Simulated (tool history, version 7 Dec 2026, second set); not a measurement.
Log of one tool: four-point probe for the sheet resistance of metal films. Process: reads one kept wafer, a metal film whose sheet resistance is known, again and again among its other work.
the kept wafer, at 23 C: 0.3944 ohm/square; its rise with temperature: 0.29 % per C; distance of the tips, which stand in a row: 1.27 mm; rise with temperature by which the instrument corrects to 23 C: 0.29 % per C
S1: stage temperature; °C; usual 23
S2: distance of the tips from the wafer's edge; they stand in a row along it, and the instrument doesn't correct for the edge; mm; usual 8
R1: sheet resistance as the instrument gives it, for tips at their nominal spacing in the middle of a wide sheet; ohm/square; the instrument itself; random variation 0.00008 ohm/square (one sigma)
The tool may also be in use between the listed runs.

run 1 hour=0 | S1=23 S2=8 | R1=0.399596
run 2 hour=14.4 | S1=29 S2=8 | R1=0.399561
run 3 hour=30.9 | S1=29 S2=30 | R1=0.394771
run 4 hour=37.9 | S1=29 S2=30 | R1=0.394714
run 5 hour=46.2 | S1=29 S2=30 | R1=0.394805
run 6 hour=63 | S1=29 S2=30 | R1=0.394727
run 7 hour=74.3 | S1=29 S2=30 | R1=0.39468
run 8 hour=86.5 | S1=29 S2=30 | R1=0.394581
run 9 hour=103.5 | S1=29 S2=30 | R1=0.394545
run 10 hour=111 | S1=29 S2=30 | R1=0.394604
run 11 hour=119.9 | S1=29 S2=30 | R1=0.394642
run 12 hour=136.3 | S1=29 S2=30 | R1=0.394636
run 13 hour=146.1 | S1=23 S2=8 | R1=0.399555
run 14 hour=160 | S1=23 S2=8 | R1=0.399451
run 15 hour=171.2 | S1=23 S2=8 | R1=0.399313
run 16 hour=181 | S1=23 S2=8 | R1=0.399472
run 17 hour=190 | S1=23 S2=8 | R1=0.399527
run 18 hour=201.7 | S1=23 S2=8 | R1=0.399527
run 19 hour=211.8 | S1=23 S2=8 | R1=0.399425
run 20 hour=227.1 | S1=23 S2=8 | R1=0.39944
run 21 hour=237.8 | S1=23 S2=8 | R1=0.399403
run 22 hour=247.3 | S1=23 S2=8 | R1=0.399362
run 23 hour=254.9 | S1=33 S2=8 | R1=0.399457
run 24 hour=270.5 | S1=31 S2=6 | R1=0.403377
run 25 hour=280.3 | S1=32 S2=20 | R1=0.394922
run 26 hour=290.1 | S1=25 S2=39 | R1=0.394181
run 27 hour=302.6 | S1=22 S2=15 | R1=0.395448
run 28 hour=312.2 | S1=23 S2=32 | R1=0.394401
run 29 hour=319.4 | S1=23 S2=26 | R1=0.394384
run 30 hour=328.4 | S1=33 S2=12 | R1=0.396458
run 31 hour=339.4 | S1=33 S2=12 | R1=0.396304
run 32 hour=346.4 | S1=31 S2=51 | R1=0.394163
run 33 hour=354.1 | S1=32 S2=49 | R1=0.394199
run 34 hour=361.9 | S1=33 S2=46 | R1=0.394139
run 35 hour=374 | S1=33 S2=46 | R1=0.394166
run 36 hour=390 | S1=25 S2=6 | R1=0.403329
run 37 hour=402 | S1=25 S2=33 | R1=0.39426
run 38 hour=412.7 | S1=28 S2=16 | R1=0.395268
run 39 hour=429.3 | S1=19 S2=4 | R1=0.414083
run 40 hour=437.5 | S1=22 S2=46 | R1=0.394098
run 41 hour=453.9 | S1=34 S2=29 | R1=0.394366
run 42 hour=462.3 | S1=19 S2=28 | R1=0.394251
run 43 hour=478.7 | S1=18 S2=8 | R1=0.399194
run 44 hour=485.6 | S1=21 S2=6 | R1=0.40319

4 ways to go on from here, each from the tool as it stands after run 44. What would each give?
run A hour=495.8 | S1=32 S2=8 | R1=?
run B hour=495.8 | S1=34 S2=8 | R1=?
run C hour=495.8 | S1=27 S2=8 | R1=?
run D hour=495.8 | S1=20 S2=6 | R1=?

run=A R1=0.399123
run=B R1=0.399048
run=C R1=0.399055
run=D R1=0.403039
Without the tool's hidden state the same runs would have given:
run=A R1=0.399736
run=B R1=0.399661
run=C R1=0.399668
run=D R1=0.403659
